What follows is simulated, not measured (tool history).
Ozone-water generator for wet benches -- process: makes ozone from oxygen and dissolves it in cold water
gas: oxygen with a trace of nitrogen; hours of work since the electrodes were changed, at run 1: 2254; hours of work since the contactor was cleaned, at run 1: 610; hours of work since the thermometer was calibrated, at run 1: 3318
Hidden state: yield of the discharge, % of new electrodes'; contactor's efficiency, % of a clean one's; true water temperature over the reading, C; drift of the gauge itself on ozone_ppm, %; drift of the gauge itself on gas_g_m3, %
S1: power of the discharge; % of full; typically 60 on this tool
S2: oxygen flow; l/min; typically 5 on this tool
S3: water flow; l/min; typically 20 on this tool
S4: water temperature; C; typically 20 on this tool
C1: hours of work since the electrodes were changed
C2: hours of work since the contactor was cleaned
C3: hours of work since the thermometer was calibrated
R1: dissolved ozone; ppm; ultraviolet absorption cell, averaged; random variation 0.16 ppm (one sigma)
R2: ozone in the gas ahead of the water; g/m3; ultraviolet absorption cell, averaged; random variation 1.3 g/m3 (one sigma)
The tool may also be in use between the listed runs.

Run 1, hour 0: usual settings; C1 2254; C2 610; C3 3318. Result: R1 18.4 ppm, R2 212.2 g/m3.
Run 2, hour 28: usual settings; C1 2279; C2 635; C3 3343. Result: R1 18.3 ppm, R2 212 g/m3.
Run 3, hour 73.7: usual settings; C1 2321; C2 677; C3 3384. Result: R1 18 ppm, R2 210.7 g/m3.
Run 4, hour 124.4: usual settings; C1 2367; C2 723; C3 3430. Result: R1 18.3 ppm, R2 212.1 g/m3.
Run 5, hour 174.2: usual settings; C1 2412; C2 768; C3 3476. Result: R1 18.3 ppm, R2 209.9 g/m3.
Run 6, hour 223.9: usual settings; C1 2457; C2 813; C3 3521. Result: R1 18.1 ppm, R2 209.3 g/m3.
Run 7, hour 276.4: usual settings but S1 45 % of full; C1 2505; C2 861; C3 3568. Result: R1 14.8 ppm, R2 171 g/m3.
Run 8, hour 302.1: usual settings but S1 45 % of full; C1 2528; C2 884; C3 3592. Result: R1 14.9 ppm, R2 171 g/m3.
Run 9, hour 352.9: usual settings; C1 2574; C2 930; C3 3638. Result: R1 18.1 ppm, R2 208.1 g/m3.
Run 10, hour 415.4: usual settings; C1 2631; C2 987; C3 3695. Result: R1 17.7 ppm, R2 207 g/m3.
Run 11, hour 466.2: usual settings; C1 2677; C2 1033; C3 3741. Result: R1 18 ppm, R2 208.7 g/m3.
At hour 470.2: water thermometer calibrated.
Run 12, hour 519.2: usual settings; C1 2725; C2 1081; C3 45. Result: R1 17.6 ppm, R2 205.8 g/m3.
Run 13, hour 557.2: usual settings but S1 68 % of full, S3 13 l/min; C1 2759; C2 1115; C3 79. Result: R1 27.5 ppm, R2 222.8 g/m3.
Run 14, hour 613: usual settings but S1 68 % of full, S2 7.93 l/min, S3 13 l/min; C1 2810; C2 1166; C3 130. Result: R1 24.8 ppm, R2 169.7 g/m3.
Run 15, hour 638.4: usual settings but S2 3.25 l/min, S3 25 l/min, S4 14 C; C1 2833; C2 1189; C3 153. Result: R1 14.7 ppm, R2 262.1 g/m3.
Run 16, hour 679: usual settings but S1 49 % of full, S2 5.65 l/min, S3 22 l/min, S4 12 C; C1 2870; C2 1226; C3 190. Result: R1 15.9 ppm, R2 168.5 g/m3.
Run 17, hour 721.6: usual settings but S1 68 % of full, S2 4.23 l/min; C1 2908; C2 1264; C3 228. Result: R1 19 ppm, R2 245.2 g/m3.
Run 18, hour 760.6: usual settings but S1 68 % of full, S2 4.26 l/min, S3 17 l/min; C1 2944; C2 1300; C3 264. Result: R1 22.2 ppm, R2 244 g/m3.
Run 19, hour 814.6: usual settings but S1 55 % of full, S2 4.26 l/min, S3 17 l/min, S4 14 C; C1 2993; C2 1349; C3 313. Result: R1 21 ppm, R2 211.4 g/m3.
At hour 819.8: water thermometer calibrated, once more.
Run 20, hour 860.6: usual settings but S1 55 % of full, S2 4.26 l/min, S3 17 l/min, S4 14 C; C1 3034; C2 1390; C3 37. Result: R1 21 ppm, R2 211.9 g/m3.

5 ways to go on from here, each from the tool as it stands after run 20. What would each give?
Run A, hour 911.8: usual settings but S2 4.53 l/min; C1 3081; C2 1436; C3 84. Result: R1 ?, R2 ?.
Run B, hour 911.8: usual settings but S1 72 % of full, S2 4.26 l/min, S3 17 l/min, S4 14 C; C1 3081; C2 1436; C3 84. Result: R1 ?, R2 ?.
Run C, hour 911.8: usual settings but S1 90 % of full, S2 5.21 l/min, S3 21 l/min; C1 3081; C2 1436; C3 84. Result: R1 ?, R2 ?.
Run D, hour 911.8: usual settings but S1 49 % of full, S2 6.09 l/min, S3 17 l/min, S4 12 C; C1 3081; C2 1436; C3 84. Result: R1 ?, R2 ?.
Run E, hour 911.8: usual settings but S1 87 % of full, S2 4.26 l/min, S3 22 l/min, S4 14 C; C1 3081; C2 1436; C3 84. Result: R1 ?, R2 ?.

run    R1     R2
  A  17.7  214.2
  B  24.6  251.3
  C  21.7    259
  D  19.7  159.8
  E  21.8  281.6
The same runs, with their run-to-run variation unchanged, on a tool lacking any hidden condition would have given:
run    R1     R2
  A  20.8  247.9
  B  29.5  297.2
  C  26.7  314.3
  D  22.6  180.7
  E  26.8  340.5
